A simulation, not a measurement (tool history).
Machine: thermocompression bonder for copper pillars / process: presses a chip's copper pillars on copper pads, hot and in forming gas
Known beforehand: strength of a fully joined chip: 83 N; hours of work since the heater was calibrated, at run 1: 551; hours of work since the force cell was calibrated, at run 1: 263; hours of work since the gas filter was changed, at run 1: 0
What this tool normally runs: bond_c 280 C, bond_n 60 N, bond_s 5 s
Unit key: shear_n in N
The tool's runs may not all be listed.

run,hour,bond_c,bond_n,bond_s,hours of work since the heater was calibrated,hours of work since the force cell was calibrated,hours of work since the gas filter was changed,shear_n
1,0.0,280,60,5,551,263,0,41.9
2,32.6,280,60,5,566,277,14,41.0
3,59.2,280,60,5,577,288,26,41.8
4,107.7,280,60,5,598,310,47,41.4
5,157.4,280,43,5,620,331,69,33.6
6,197.0,280,43,5,637,349,86,33.1
7,233.2,280,43,5,653,364,102,33.8
8,272.6,280,88,5,670,382,119,50.0
9,302.7,280,88,5,684,395,132,51.0
10,344.7,280,60,5,702,413,151,39.3
11,392.8,280,54,5,723,434,172,38.6
12,433.3,280,52,5,741,452,189,36.3
# hour 439.2: forming gas filter changed
13,474.3,252,60,5,758,470,15,30.3
14,497.2,280,37,5,768,480,25,30.5
15,543.4,270,37,5,789,500,46,27.2
16,570.9,270,37,5,801,512,58,27.0
17,621.8,280,38,5,823,534,80,30.5
18,645.2,280,60,3,833,544,90,34.0
19,676.7,280,60,5,847,558,104,40.3
# hour 683.5: heater calibrated with a thermocouple chip
20,719.3,280,60,5,16,576,122,40.0
21,748.5,280,60,5,28,589,134,39.9
22,799.0,298,60,5,51,611,156,46.2
23,838.6,298,60,5,68,628,174,45.1
# hour 881.8: forming gas filter changed
24,887.5,280,66,8,89,649,2,48.6
25,930.3,280,66,8,108,668,21,49.6
26,966.8,278,60,11,124,684,37,49.0
# hour 1006.4: heater calibrated with a thermocouple chip, once more
27,1013.7,278,60,11,3,704,57,53.4
28,1046.5,261,78,10,18,718,71,49.8
29,1097.7,261,78,10,40,740,94,51.7
30,1137.7,261,78,10,57,758,111,50.4
31,1174.3,275,36,3,73,774,127,24.3
32,1215.5,255,72,3,91,792,145,29.7
33,1240.9,280,41,3,103,803,156,27.6
34,1289.0,261,64,13,124,824,177,49.8
35,1312.8,261,68,13,134,834,188,51.1
# hour 1323.2: forming gas filter changed
36,1362.1,261,68,13,155,856,17,52.1
37,1412.4,295,60,5,177,878,39,48.6
38,1443.2,306,60,15,191,891,52,67.1
39,1469.6,280,46,5,202,903,64,36.3
40,1493.2,261,46,5,213,913,74,29.4
41,1522.0,261,58,5,225,926,87,33.8

Forecast each of these 3 alternatives for the next run:
A,1566.1,270,60,4,245,945,106,?
B,1566.1,306,49,3,245,945,106,?
C,1566.1,277,47,6,245,945,106,?

run,shear_n
A,34.7
B,39.0
C,37.9
With the hidden condition removed and each run's random variation left untouched, the same runs would have given:
run,shear_n
A,36.5
B,40.9
C,39.8

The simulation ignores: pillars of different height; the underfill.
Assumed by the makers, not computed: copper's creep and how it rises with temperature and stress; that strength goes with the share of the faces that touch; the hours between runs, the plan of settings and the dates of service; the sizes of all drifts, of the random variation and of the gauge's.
